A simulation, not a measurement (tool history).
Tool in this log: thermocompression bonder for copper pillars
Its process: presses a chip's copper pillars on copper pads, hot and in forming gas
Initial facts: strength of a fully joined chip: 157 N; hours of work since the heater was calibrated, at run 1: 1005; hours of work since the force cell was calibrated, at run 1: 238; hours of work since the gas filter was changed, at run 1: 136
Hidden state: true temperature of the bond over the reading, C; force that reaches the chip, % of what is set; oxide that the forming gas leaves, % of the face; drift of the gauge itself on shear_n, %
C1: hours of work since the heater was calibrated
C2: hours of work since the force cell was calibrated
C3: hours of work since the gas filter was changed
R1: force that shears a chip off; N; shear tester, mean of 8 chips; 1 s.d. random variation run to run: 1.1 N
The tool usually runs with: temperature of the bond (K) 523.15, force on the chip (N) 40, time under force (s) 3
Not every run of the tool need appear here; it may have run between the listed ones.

run 1 hour=0 | temperature_of_the_bond_(K)=523.15 force_on_the_chip_(N)=40 time_under_force_(s)=3 | C1=1005 C2=238 C3=136 | R1=106.1
run 2 hour=34.7 | temperature_of_the_bond_(K)=523.15 force_on_the_chip_(N)=40 time_under_force_(s)=3 | C1=1027 C2=259 C3=157 | R1=104.5
run 3 hour=73.8 | temperature_of_the_bond_(K)=523.15 force_on_the_chip_(N)=40 time_under_force_(s)=3 | C1=1051 C2=284 C3=182 | R1=102.8
run 4 hour=96.4 | temperature_of_the_bond_(K)=523.15 force_on_the_chip_(N)=40 time_under_force_(s)=2 | C1=1065 C2=298 C3=196 | R1=93.2
run 5 hour=132.1 | temperature_of_the_bond_(K)=523.15 force_on_the_chip_(N)=40 time_under_force_(s)=2 | C1=1088 C2=320 C3=218 | R1=91.3
run 6 hour=152.2 | temperature_of_the_bond_(K)=523.15 force_on_the_chip_(N)=40 time_under_force_(s)=2 | C1=1100 C2=333 C3=231 | R1=93.1
run 7 hour=185.5 | temperature_of_the_bond_(K)=510.15 force_on_the_chip_(N)=40 time_under_force_(s)=3 | C1=1121 C2=354 C3=252 | R1=89
run 8 hour=222.5 | temperature_of_the_bond_(K)=523.15 force_on_the_chip_(N)=32 time_under_force_(s)=3 | C1=1144 C2=377 C3=275 | R1=86
-- hour=239.3 forming gas filter changed
run 9 hour=267.1 | temperature_of_the_bond_(K)=515.15 force_on_the_chip_(N)=40 time_under_force_(s)=3 | C1=1172 C2=404 C3=17 | R1=102.1
run 10 hour=293.6 | temperature_of_the_bond_(K)=515.15 force_on_the_chip_(N)=40 time_under_force_(s)=3 | C1=1188 C2=421 C3=34 | R1=101.6
run 11 hour=333.9 | temperature_of_the_bond_(K)=537.15 force_on_the_chip_(N)=40 time_under_force_(s)=3 | C1=1213 C2=446 C3=59 | R1=122
-- hour=375.3 heater calibrated with a thermocouple chip
run 12 hour=375.3 | temperature_of_the_bond_(K)=537.15 force_on_the_chip_(N)=40 time_under_force_(s)=3 | C1=0 C2=471 C3=84 | R1=109.3
run 13 hour=398.8 | temperature_of_the_bond_(K)=537.15 force_on_the_chip_(N)=40 time_under_force_(s)=3 | C1=15 C2=486 C3=99 | R1=108.2
run 14 hour=439.2 | temperature_of_the_bond_(K)=523.15 force_on_the_chip_(N)=40 time_under_force_(s)=3 | C1=40 C2=511 C3=124 | R1=94.7
run 15 hour=475.8 | temperature_of_the_bond_(K)=520.15 force_on_the_chip_(N)=40 time_under_force_(s)=3 | C1=63 C2=534 C3=147 | R1=91.2
run 16 hour=520.6 | temperature_of_the_bond_(K)=520.15 force_on_the_chip_(N)=40 time_under_force_(s)=3 | C1=91 C2=562 C3=175 | R1=90.9
run 17 hour=550.5 | temperature_of_the_bond_(K)=520.15 force_on_the_chip_(N)=40 time_under_force_(s)=3 | C1=110 C2=580 C3=193 | R1=90.7
run 18 hour=596.3 | temperature_of_the_bond_(K)=523.15 force_on_the_chip_(N)=40 time_under_force_(s)=6 | C1=138 C2=609 C3=222 | R1=112
run 19 hour=638.7 | temperature_of_the_bond_(K)=523.15 force_on_the_chip_(N)=40 time_under_force_(s)=6 | C1=165 C2=636 C3=249 | R1=112.8
run 20 hour=683.2 | temperature_of_the_bond_(K)=523.15 force_on_the_chip_(N)=40 time_under_force_(s)=6 | C1=193 C2=663 C3=276 | R1=109.5
-- hour=697.9 forming gas filter changed
run 21 hour=709.6 | temperature_of_the_bond_(K)=523.15 force_on_the_chip_(N)=40 time_under_force_(s)=6 | C1=209 C2=680 C3=7 | R1=117.9
run 22 hour=734.9 | temperature_of_the_bond_(K)=522.15 force_on_the_chip_(N)=31 time_under_force_(s)=2 | C1=225 C2=695 C3=23 | R1=68
run 23 hour=769.2 | temperature_of_the_bond_(K)=529.15 force_on_the_chip_(N)=44 time_under_force_(s)=2 | C1=246 C2=717 C3=45 | R1=99.8
run 24 hour=793.8 | temperature_of_the_bond_(K)=513.15 force_on_the_chip_(N)=44 time_under_force_(s)=4 | C1=261 C2=732 C3=60 | R1=103.4
run 25 hour=835.1 | temperature_of_the_bond_(K)=542.15 force_on_the_chip_(N)=40 time_under_force_(s)=3 | C1=287 C2=758 C3=86 | R1=116.9
run 26 hour=877.6 | temperature_of_the_bond_(K)=545.15 force_on_the_chip_(N)=40 time_under_force_(s)=2 | C1=314 C2=785 C3=112 | R1=108
run 27 hour=904.1 | temperature_of_the_bond_(K)=545.15 force_on_the_chip_(N)=40 time_under_force_(s)=3 | C1=330 C2=801 C3=129 | R1=117.4
run 28 hour=931 | temperature_of_the_bond_(K)=523.15 force_on_the_chip_(N)=38 time_under_force_(s)=9 | C1=347 C2=818 C3=146 | R1=122.4
run 29 hour=966.2 | temperature_of_the_bond_(K)=504.15 force_on_the_chip_(N)=40 time_under_force_(s)=3 | C1=369 C2=840 C3=168 | R1=76.7
run 30 hour=1000.5 | temperature_of_the_bond_(K)=522.15 force_on_the_chip_(N)=43 time_under_force_(s)=3 | C1=391 C2=862 C3=189 | R1=101.7
run 31 hour=1039.8 | temperature_of_the_bond_(K)=522.15 force_on_the_chip_(N)=43 time_under_force_(s)=3 | C1=415 C2=886 C3=214 | R1=100
run 32 hour=1062.4 | temperature_of_the_bond_(K)=532.15 force_on_the_chip_(N)=40 time_under_force_(s)=4 | C1=429 C2=900 C3=228 | R1=113.3
run 33 hour=1093.6 | temperature_of_the_bond_(K)=532.15 force_on_the_chip_(N)=40 time_under_force_(s)=4 | C1=449 C2=920 C3=248 | R1=110
run 34 hour=1138.6 | temperature_of_the_bond_(K)=523.15 force_on_the_chip_(N)=40 time_under_force_(s)=3 | C1=477 C2=948 C3=276 | R1=95.4
-- hour=1152.7 forming gas filter changed
run 35 hour=1172.8 | temperature_of_the_bond_(K)=523.15 force_on_the_chip_(N)=40 time_under_force_(s)=2 | C1=498 C2=969 C3=13 | R1=88.6
run 36 hour=1203 | temperature_of_the_bond_(K)=523.15 force_on_the_chip_(N)=27 time_under_force_(s)=2 | C1=517 C2=988 C3=31 | R1=61.5
run 37 hour=1241.4 | temperature_of_the_bond_(K)=523.15 force_on_the_chip_(N)=55 time_under_force_(s)=6 | C1=541 C2=1012 C3=55 | R1=140.1
run 38 hour=1287.4 | temperature_of_the_bond_(K)=523.15 force_on_the_chip_(N)=30 time_under_force_(s)=8 | C1=570 C2=1041 C3=84 | R1=106.8
run 39 hour=1324.5 | temperature_of_the_bond_(K)=506.15 force_on_the_chip_(N)=53 time_under_force_(s)=4 | C1=593 C2=1064 C3=107 | R1=109.9
run 40 hour=1348.9 | temperature_of_the_bond_(K)=519.15 force_on_the_chip_(N)=47 time_under_force_(s)=3 | C1=608 C2=1079 C3=123 | R1=107.3

Branching from run 40: 3 alternative next runs. What would each branch give?
run A hour=1374.3 | temperature_of_the_bond_(K)=522.15 force_on_the_chip_(N)=40 time_under_force_(s)=3 | C1=624 C2=1095 C3=139 | R1=?
run B hour=1374.3 | temperature_of_the_bond_(K)=514.15 force_on_the_chip_(N)=36 time_under_force_(s)=2 | C1=624 C2=1095 C3=139 | R1=?
run C hour=1374.3 | temperature_of_the_bond_(K)=523.15 force_on_the_chip_(N)=27 time_under_force_(s)=5 | C1=624 C2=1095 C3=139 | R1=?

run=A R1=97.4
run=B R1=72.6
run=C R1=84.7
With no hidden state in the tool, these same runs would have given:
run=A R1=96.4
run=B R1=70.7
run=C R1=83.3
